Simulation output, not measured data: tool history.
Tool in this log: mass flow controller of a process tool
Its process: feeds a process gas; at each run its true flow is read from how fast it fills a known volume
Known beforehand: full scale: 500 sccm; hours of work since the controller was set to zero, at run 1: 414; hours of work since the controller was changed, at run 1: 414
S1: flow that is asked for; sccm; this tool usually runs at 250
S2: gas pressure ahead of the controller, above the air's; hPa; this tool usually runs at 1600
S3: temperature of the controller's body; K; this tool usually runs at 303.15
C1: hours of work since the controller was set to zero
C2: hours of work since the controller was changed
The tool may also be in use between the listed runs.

run 1 hour=0.0 | S1=250 S2=1600 S3=303.15 | C1=414 C2=414 | true_flow_(%)=97.63
run 2 hour=67.0 | S1=250 S2=1600 S3=303.15 | C1=460 C2=460 | true_flow_(%)=97.67
run 3 hour=109.4 | S1=250 S2=1600 S3=303.15 | C1=489 C2=489 | true_flow_(%)=97.64
run 4 hour=175.5 | S1=250 S2=1600 S3=303.15 | C1=534 C2=534 | true_flow_(%)=97.77
run 5 hour=240.1 | S1=250 S2=1600 S3=303.15 | C1=579 C2=579 | true_flow_(%)=97.86
run 6 hour=274.7 | S1=250 S2=1560 S3=303.15 | C1=602 C2=602 | true_flow_(%)=97.81
run 7 hour=328.2 | S1=56 S2=1600 S3=303.15 | C1=639 C2=639 | true_flow_(%)=96.70
run 8 hour=389.8 | S1=56 S2=1600 S3=303.15 | C1=681 C2=681 | true_flow_(%)=96.58
run 9 hour=425.9 | S1=56 S2=1600 S3=303.15 | C1=706 C2=706 | true_flow_(%)=96.65
run 10 hour=500.8 | S1=409 S2=1520 S3=303.15 | C1=758 C2=758 | true_flow_(%)=99.13
run 11 hour=553.8 | S1=409 S2=1750 S3=303.15 | C1=794 C2=794 | true_flow_(%)=99.39
run 12 hour=609.0 | S1=409 S2=1750 S3=309.15 | C1=832 C2=832 | true_flow_(%)=98.73
run 13 hour=642.2 | S1=348 S2=1830 S3=306.15 | C1=854 C2=854 | true_flow_(%)=98.71

Below, some changes in true flow (%) between adjacent runs. For each, the amount present without the hidden state too (settings, incoming material, random variation) and the amount remaining for the hidden state with gauge scatter not shared by both compared results:
The hidden state here: flow at rest that the sensor doesn't see, % of full scale; true flow over the shown one, %; drift of the gauge itself on true_pct, %.
Run 9 -> 10: S1 56 -> 409, S2 1600 -> 1520. true flow (%) +2.48: hidden state +0.08, all else +2.40.

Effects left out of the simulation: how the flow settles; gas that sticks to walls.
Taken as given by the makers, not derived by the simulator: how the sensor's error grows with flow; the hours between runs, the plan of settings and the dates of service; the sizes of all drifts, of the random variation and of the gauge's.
